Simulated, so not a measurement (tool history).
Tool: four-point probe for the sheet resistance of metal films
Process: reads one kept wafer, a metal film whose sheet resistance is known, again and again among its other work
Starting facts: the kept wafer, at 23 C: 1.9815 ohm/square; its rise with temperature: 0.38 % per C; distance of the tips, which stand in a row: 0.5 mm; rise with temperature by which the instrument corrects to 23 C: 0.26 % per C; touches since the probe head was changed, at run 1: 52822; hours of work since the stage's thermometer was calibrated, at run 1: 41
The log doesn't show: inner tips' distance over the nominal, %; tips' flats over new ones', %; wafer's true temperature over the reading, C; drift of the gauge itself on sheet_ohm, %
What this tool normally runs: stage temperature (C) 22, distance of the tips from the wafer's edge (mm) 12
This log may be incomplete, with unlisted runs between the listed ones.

| run | hour | stage temperature (C) | distance of the tips from the wafer's edge (mm) | touches since the probe head was changed | hours of work since the stage's thermometer was calibrated | sheet resistance as the instrument gives it (ohm/square) |
|---|---|---|---|---|---|---|
| 1 | 0 | 22 | 12 | 52822 | 41 | 1.969734 |
| 2 | 103.4 | 22 | 12 | 56782 | 107 | 1.969046 |
| 3 | 206.4 | 33 | 12 | 60730 | 173 | 1.994971 |
| 4 | 287.2 | 33 | 12 | 63826 | 225 | 1.99455 |
| 5 | 386.4 | 25 | 12 | 67626 | 288 | 1.975475 |
| 6 | 488.3 | 25 | 12 | 71531 | 353 | 1.974189 |
| 7 | 580.2 | 22 | 12 | 75054 | 412 | 1.965585 |
| 8 | 689.6 | 22 | 12 | 79243 | 482 | 1.965376 |
| 9 | 809.8 | 22 | 12 | 83851 | 559 | 1.96474 |
| 10 | 940.1 | 27 | 32 | 88841 | 642 | 1.974054 |
| 11 | 1006 | 30 | 4 | 91367 | 684 | 1.99739 |
| 12 | 1132.4 | 31 | 12 | 96211 | 765 | 1.984411 |
| 13 | 1196.5 | 31 | 12 | 98667 | 806 | 1.983838 |
| 14 | 1286.6 | 31 | 7 | 102118 | 864 | 1.986179 |
| 15 | 1406.4 | 33 | 8 | 106709 | 940 | 1.988795 |
| 16 | 1499.2 | 22 | 9 | 110262 | 1000 | 1.96101 |
| 17 | 1557.2 | 28 | 17 | 112486 | 1037 | 1.973144 |

Forecast each of these 4 alternatives for the next run:
| A | 1687.4 | 25 | 12 | 117472 | 1120 | ? |
| B | 1687.4 | 24 | 6 | 117472 | 1120 | ? |
| C | 1687.4 | 23 | 12 | 117472 | 1120 | ? |
| D | 1687.4 | 28 | 23 | 117472 | 1120 | ? |

| run | sheet resistance as the instrument gives it (ohm/square) |
|---|---|
| A | 1.965782 |
| B | 1.968436 |
| C | 1.960584 |
| D | 1.971163 |
Take away the tool's hidden state, keep each run's random variation, and the runs would have read:
| run | sheet resistance as the instrument gives it (ohm/square) |
|---|---|
| A | 1.988317 |
| B | 1.990987 |
| C | 1.98304 |
| D | 1.993791 |

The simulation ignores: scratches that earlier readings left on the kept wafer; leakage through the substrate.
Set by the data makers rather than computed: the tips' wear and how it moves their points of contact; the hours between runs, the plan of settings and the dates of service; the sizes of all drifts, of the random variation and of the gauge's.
